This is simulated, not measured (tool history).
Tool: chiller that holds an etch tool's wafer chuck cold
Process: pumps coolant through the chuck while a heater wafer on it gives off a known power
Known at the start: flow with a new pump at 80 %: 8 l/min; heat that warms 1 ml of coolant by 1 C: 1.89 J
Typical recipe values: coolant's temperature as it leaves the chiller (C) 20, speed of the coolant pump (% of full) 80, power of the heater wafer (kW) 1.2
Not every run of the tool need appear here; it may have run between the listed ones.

| run | hour | coolant's temperature as it leaves the chiller (C) | speed of the coolant pump (% of full) | power of the heater wafer (kW) | chuck's temperature once it has settled (C) | how much warmer the coolant comes back (C) |
|---|---|---|---|---|---|---|
| 1 | 0 | 20 | 80 | 1.2 | 29.2 | 5.03 |
| 2 | 119.8 | 20 | 80 | 1.54 | 32.1 | 6.57 |
| 3 | 200.6 | 20 | 80 | 1.54 | 32.2 | 6.54 |
| 4 | 301.9 | 20 | 80 | 1.54 | 32.1 | 6.58 |
| 5 | 359.4 | 20 | 80 | 1.71 | 33.5 | 7.34 |
| 6 | 461.3 | 20 | 80 | 1.71 | 33.7 | 7.33 |
| 7 | 562.8 | 20 | 80 | 1.2 | 29.3 | 5.13 |
| 8 | 621.7 | 20 | 80 | 1.176 | 29.1 | 5.1 |
| 9 | 716.1 | 20 | 80 | 1.176 | 28.9 | 5.11 |
| 10 | 787.3 | 20 | 80 | 0.958 | 27.3 | 4.15 |
| 11 | 879.6 | 11 | 80 | 0.958 | 18.3 | 4.15 |
| 12 | 952.5 | 11 | 80 | 0.958 | 18.1 | 4.23 |
| 13 | 1026.2 | 19 | 80 | 1.2 | 28.2 | 5.28 |
| 14 | 1091.3 | 20 | 80 | 1.2 | 29.5 | 5.3 |
| 15 | 1149.3 | 20 | 80 | 1.2 | 29.3 | 5.27 |
| 16 | 1236.8 | 20 | 80 | 1.2 | 29.4 | 5.33 |
| 17 | 1299.6 | 21 | 80 | 0.625 | 25.3 | 2.77 |
| 18 | 1357.4 | 21 | 69 | 0.846 | 27.9 | 4.32 |
| 19 | 1455.5 | 19 | 77 | 0.785 | 24.9 | 3.61 |
|  | 1577.5 | coolant changed, channels flushed |
| 20 | 1580.8 | 20 | 77 | 1.2 | 29.2 | 5.53 |
| 21 | 1656.7 | 11 | 62 | 0.819 | 18.1 | 4.64 |
| 22 | 1764.5 | 13 | 86 | 1.533 | 24.1 | 6.46 |
| 23 | 1816.9 | 18 | 80 | 1.112 | 26.1 | 5.01 |
| 24 | 1935.1 | 18 | 80 | 1.112 | 26.3 | 4.99 |
| 25 | 2014.4 | 18 | 80 | 1.112 | 26.2 | 5.09 |
|  | 2091.2 | chiller's thermometer calibrated |
| 26 | 2120.2 | 14 | 80 | 0.828 | 21.2 | 3.78 |
| 27 | 2236.6 | 18 | 74 | 0.828 | 25.2 | 4.06 |
| 28 | 2295.7 | 25 | 72 | 1.2 | 36 | 6.07 |
| 29 | 2358.8 | 30 | 88 | 1.2 | 39.7 | 5.07 |
| 30 | 2419.3 | 30 | 88 | 1.2 | 39.7 | 5.06 |
| 31 | 2475.3 | 30 | 88 | 1.2 | 39.8 | 5.1 |

Results for each run, recomputed without the tool's hidden state and with each run's random variation untouched:
The hidden state here: heat passed by the chuck's channels, % of clean ones'; flow at a given pump speed, % of a new pump's; coolant's true temperature over the reading, C; drift of the gauge itself on chuck_c, C; drift of the gauge itself on warmer_back_c, C.
| run | chuck's temperature once it has settled (C) | how much warmer the coolant comes back (C) |
|---|---|---|
| 1 | 29.4 | 4.73 |
| 2 | 32.1 | 6.16 |
| 3 | 32.2 | 6.1 |
| 4 | 32 | 6.12 |
| 5 | 33.3 | 6.81 |
| 6 | 33.5 | 6.77 |
| 7 | 29.4 | 4.72 |
| 8 | 29.2 | 4.69 |
| 9 | 29 | 4.68 |
| 10 | 27.6 | 3.78 |
| 11 | 18.6 | 3.78 |
| 12 | 18.4 | 3.84 |
| 13 | 28.3 | 4.78 |
| 14 | 29.6 | 4.78 |
| 15 | 29.4 | 4.75 |
| 16 | 29.5 | 4.78 |
| 17 | 25.9 | 2.48 |
| 18 | 28.2 | 3.86 |
| 19 | 25.3 | 3.21 |
| 20 | 29.6 | 4.89 |
| 21 | 18.7 | 4.09 |
| 22 | 24.3 | 5.68 |
| 23 | 26.7 | 4.39 |
| 24 | 26.9 | 4.36 |
| 25 | 26.7 | 4.44 |
| 26 | 20.5 | 3.27 |
| 27 | 24.6 | 3.5 |
| 28 | 34.9 | 5.23 |
| 29 | 38.8 | 4.36 |
| 30 | 38.8 | 4.34 |
| 31 | 38.9 | 4.36 |
